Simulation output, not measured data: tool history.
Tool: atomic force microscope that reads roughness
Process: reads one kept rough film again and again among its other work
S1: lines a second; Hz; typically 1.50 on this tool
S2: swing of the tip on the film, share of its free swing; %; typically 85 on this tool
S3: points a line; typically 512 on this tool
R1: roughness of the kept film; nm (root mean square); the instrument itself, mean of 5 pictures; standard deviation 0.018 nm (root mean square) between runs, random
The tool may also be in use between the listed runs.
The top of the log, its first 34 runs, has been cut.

run 35 hour=378.8 | S1=2.56 S2=85 S3=288 | R1=4.074
-- hour=380.7 new tip fitted
run 36 hour=386.9 | S1=2.56 S2=85 S3=288 | R1=4.035
run 37 hour=400.7 | S1=1.00 S2=85 S3=597 | R1=4.434
run 38 hour=412.3 | S1=1.34 S2=72 S3=420 | R1=4.517
run 39 hour=423.2 | S1=1.34 S2=72 S3=420 | R1=4.521
run 40 hour=430.6 | S1=1.34 S2=72 S3=420 | R1=4.552
run 41 hour=438.3 | S1=1.34 S2=72 S3=420 | R1=4.500
run 42 hour=449.7 | S1=2.44 S2=90 S3=464 | R1=3.947
run 43 hour=463.7 | S1=2.76 S2=56 S3=512 | R1=4.584
run 44 hour=478.0 | S1=2.65 S2=71 S3=548 | R1=4.362
run 45 hour=493.5 | S1=2.65 S2=71 S3=548 | R1=4.348
run 46 hour=508.2 | S1=2.65 S2=71 S3=548 | R1=4.374
run 47 hour=516.7 | S1=2.65 S2=71 S3=548 | R1=4.344
run 48 hour=525.3 | S1=2.65 S2=71 S3=548 | R1=4.384
run 49 hour=536.5 | S1=1.21 S2=81 S3=512 | R1=4.431
run 50 hour=544.1 | S1=2.28 S2=62 S3=279 | R1=4.519
-- hour=549.0 new tip fitted
run 51 hour=560.3 | S1=3.48 S2=71 S3=623 | R1=4.280

Alternative continuations, all from the tool just after run 51; predict every row:
run A hour=575.6 | S1=0.76 S2=58 S3=543 | R1=?
run B hour=575.6 | S1=0.77 S2=57 S3=512 | R1=?
run C hour=575.6 | S1=3.48 S2=58 S3=361 | R1=?
run D hour=575.6 | S1=1.92 S2=78 S3=790 | R1=?

run=A R1=4.655
run=B R1=4.639
run=C R1=4.532
run=D R1=4.340
Stripped of hidden state, with their random variation kept, the same runs would have yielded:
run=A R1=4.657
run=B R1=4.641
run=C R1=4.534
run=D R1=4.342

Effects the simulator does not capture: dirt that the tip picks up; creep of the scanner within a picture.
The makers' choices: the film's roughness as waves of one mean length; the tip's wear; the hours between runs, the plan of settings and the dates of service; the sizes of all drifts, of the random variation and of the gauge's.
